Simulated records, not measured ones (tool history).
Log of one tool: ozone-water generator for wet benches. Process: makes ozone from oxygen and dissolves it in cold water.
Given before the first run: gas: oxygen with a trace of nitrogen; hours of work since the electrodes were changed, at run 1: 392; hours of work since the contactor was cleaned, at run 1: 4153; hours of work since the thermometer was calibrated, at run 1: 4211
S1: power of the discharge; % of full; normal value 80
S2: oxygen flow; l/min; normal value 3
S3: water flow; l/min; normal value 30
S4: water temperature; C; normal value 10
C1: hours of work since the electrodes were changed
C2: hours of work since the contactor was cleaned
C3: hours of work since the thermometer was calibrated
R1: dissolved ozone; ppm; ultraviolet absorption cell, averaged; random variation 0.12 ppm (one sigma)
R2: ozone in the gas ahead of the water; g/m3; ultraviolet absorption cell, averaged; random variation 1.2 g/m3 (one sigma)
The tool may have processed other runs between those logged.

run 1 hour=0.0 | S1=80 S2=3 S3=30 S4=10 | C1=392 C2=4153 C3=4211 | R1=11.2 R2=216.8
run 2 hour=17.9 | S1=80 S2=3 S3=30 S4=10 | C1=403 C2=4164 C3=4222 | R1=11.2 R2=216.1
run 3 hour=38.2 | S1=80 S2=3 S3=30 S4=10 | C1=416 C2=4176 C3=4235 | R1=11.6 R2=215.9
run 4 hour=65.6 | S1=80 S2=3 S3=30 S4=10 | C1=433 C2=4193 C3=4252 | R1=11.3 R2=216.4
run 5 hour=95.1 | S1=80 S2=3 S3=30 S4=10 | C1=451 C2=4211 C3=4270 | R1=11.3 R2=215.7
run 6 hour=120.8 | S1=80 S2=3 S3=30 S4=10 | C1=467 C2=4227 C3=4286 | R1=11.2 R2=215.2
-- hour=126.7 contactor cleaned
run 7 hour=159.5 | S1=80 S2=3 S3=30 S4=10 | C1=488 C2=20 C3=4307 | R1=11.3 R2=215.8
run 8 hour=194.4 | S1=61 S2=3 S3=24 S4=9 | C1=509 C2=42 C3=4328 | R1=11.5 R2=170.7

Predict the results of run 9:
run 9 hour=215.1 | S1=61 S2=3 S3=24 S4=9 | C1=522 C2=54 C3=4341 | R1=? R2=?

R1: 11.5 ppm
R2: 170.6 g/m3
Were there no unlogged condition in the tool, this run, its random variation unchanged, would have produced R1 12.2 ppm, R2 172.0 g/m3.

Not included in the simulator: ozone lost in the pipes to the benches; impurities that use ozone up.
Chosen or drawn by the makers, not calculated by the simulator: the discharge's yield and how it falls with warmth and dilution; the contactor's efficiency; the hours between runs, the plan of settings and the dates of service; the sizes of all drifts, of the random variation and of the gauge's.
